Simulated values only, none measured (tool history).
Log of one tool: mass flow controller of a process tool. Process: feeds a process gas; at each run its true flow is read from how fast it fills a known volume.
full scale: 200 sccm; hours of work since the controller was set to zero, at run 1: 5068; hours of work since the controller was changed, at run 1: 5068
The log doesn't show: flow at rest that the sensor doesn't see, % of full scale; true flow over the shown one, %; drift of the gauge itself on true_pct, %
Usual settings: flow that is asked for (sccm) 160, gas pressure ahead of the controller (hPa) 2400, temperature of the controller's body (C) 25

run      day  flow that is asked for (sccm)  gas pressure ahead of the controller (hPa)  temperature of the controller's body (C)  hours of work since the controller was set to zero  hours of work since the controller was changed  true flow (%)
  1    0.000                            160                                        2400                                        25                                                5068                                            5068          94.59
  2    9.125                            160                                        2400                                        25                                                5179                                            5179          94.42
  3   22.454                            160                                        2400                                        25                                                5342                                            5342          94.29
  4   33.296                            160                                        2400                                        25                                                5474                                            5474          94.29
      38.904  -- controller exchanged for a calibrated one
  5   45.304                             40                                        2400                                        25                                                  78                                              78          97.96
  6   57.279                            160                                        2400                                        25                                                 224                                             224          99.13
  7   70.396                            160                                        2400                                        25                                                 384                                             384          99.00
  8   84.071                            160                                        2400                                        25                                                 551                                             551          98.72
  9   92.983                            160                                        2400                                        25                                                 660                                             660          98.57
 10  105.171                            160                                        2400                                        25                                                 809                                             809          98.37
 11  118.246                            160                                        2400                                        25                                                 969                                             969          98.49
 12  127.188                             57                                        2400                                        25                                                1078                                            1078          96.88
 13  138.288                             57                                        2400                                        25                                                1213                                            1213          96.77
 14  149.996                             26                                        1990                                        32                                                1356                                            1356          94.88
 15  158.225                             26                                        1990                                        32                                                1457                                            1457          94.73
     159.550  -- controller's zero set anew
 16  167.521                             26                                        1990                                        32                                                  97                                            1570          93.98
 17  178.933                             26                                        2450                                        33                                                 237                                            1709          93.34
 18  190.708                            161                                        2450                                        23                                                 380                                            1853          97.61
 19  197.683                            161                                        2450                                        23                                                 466                                            1938          97.63
     207.133  -- controller's zero set anew, once more
 20  209.796                            101                                        2450                                        21                                                  33                                            2086          97.52
 21  218.983                            101                                        2450                                        21                                                 145                                            2198          97.30
 22  231.821                            101                                        2240                                        20                                                 301                                            2355          97.41
 23  244.692                             52                                        2400                                        25                                                 458                                            2512          96.24
 24  252.408                            160                                        1700                                        25                                                 553                                            2606          97.76

Measured less the same run without the tool's hidden state. The same run-to-run variation is in both; the gauge's scatter may not be:
run  true flow (%)
  1          -4.74
  2          -4.85
  3          -4.99
  4          -5.14
  5          -0.19
  6          -0.24
  7          -0.39
  8          -0.55
  9          -0.66
 10          -0.79
 11          -0.94
 12          -1.46
 13          -1.64
 14          -2.78
 15          -2.98
 16          -3.73
 17          -4.01
 18          -1.83
 19          -1.90
 20          -1.55
 21          -1.67
 22          -1.83
 23          -2.13
 24          -2.02

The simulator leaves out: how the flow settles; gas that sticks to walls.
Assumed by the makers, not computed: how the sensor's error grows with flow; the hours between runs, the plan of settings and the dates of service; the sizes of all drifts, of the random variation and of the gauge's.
